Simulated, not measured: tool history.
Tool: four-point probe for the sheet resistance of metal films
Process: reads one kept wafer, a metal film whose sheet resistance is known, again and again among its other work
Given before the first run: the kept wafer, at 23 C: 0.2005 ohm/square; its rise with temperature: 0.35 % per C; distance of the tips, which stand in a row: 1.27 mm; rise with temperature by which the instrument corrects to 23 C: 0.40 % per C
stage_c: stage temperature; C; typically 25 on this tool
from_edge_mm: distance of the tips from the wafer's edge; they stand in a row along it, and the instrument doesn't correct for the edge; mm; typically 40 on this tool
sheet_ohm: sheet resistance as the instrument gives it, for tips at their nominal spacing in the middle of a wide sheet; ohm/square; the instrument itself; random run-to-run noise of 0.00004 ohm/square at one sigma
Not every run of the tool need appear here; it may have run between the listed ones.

run	hour	stage_c	from_edge_mm	sheet_ohm
1	0	25	40	0.201359
2	20.3	25	40	0.201365
3	56.3	25	40	0.201381
4	96	25	8	0.203952
5	122.5	25	8	0.203964
6	152.8	25	8	0.203946
7	179	25	8	0.203937
8	200.3	25	40	0.201436
9	232.2	25	40	0.201425
10	254.3	25	5	0.208038
11	272.6	25	40	0.201338
12	305.1	25	40	0.20135
13	332.4	25	40	0.201374
14	364.9	25	40	0.201379
15	394.7	25	40	0.201448
16	420.8	25	40	0.201388
17	463.3	25	40	0.2014
18	496.9	25	40	0.201459
19	526.9	25	40	0.201472
20	568.9	25	40	0.201498
21	608.7	25	40	0.20146
22	636	18	40	0.202088
23	677.3	34	13	0.201572
24	709.6	18	57	0.202046
25	736.4	18	57	0.20205
26	762.9	32	9	0.202885
27	782.1	35	13	0.201601
28	807	35	13	0.201594
29	825	35	40	0.200627

Run 30, settings as shown, results not yet in. Your forecast:
30	867.7	24	25	?

{"run 30": {"sheet_ohm": 0.201807}}
Were there no unlogged condition in the tool, this run, its random variation unchanged, would have produced sheet_ohm 0.200737 ohm/square.
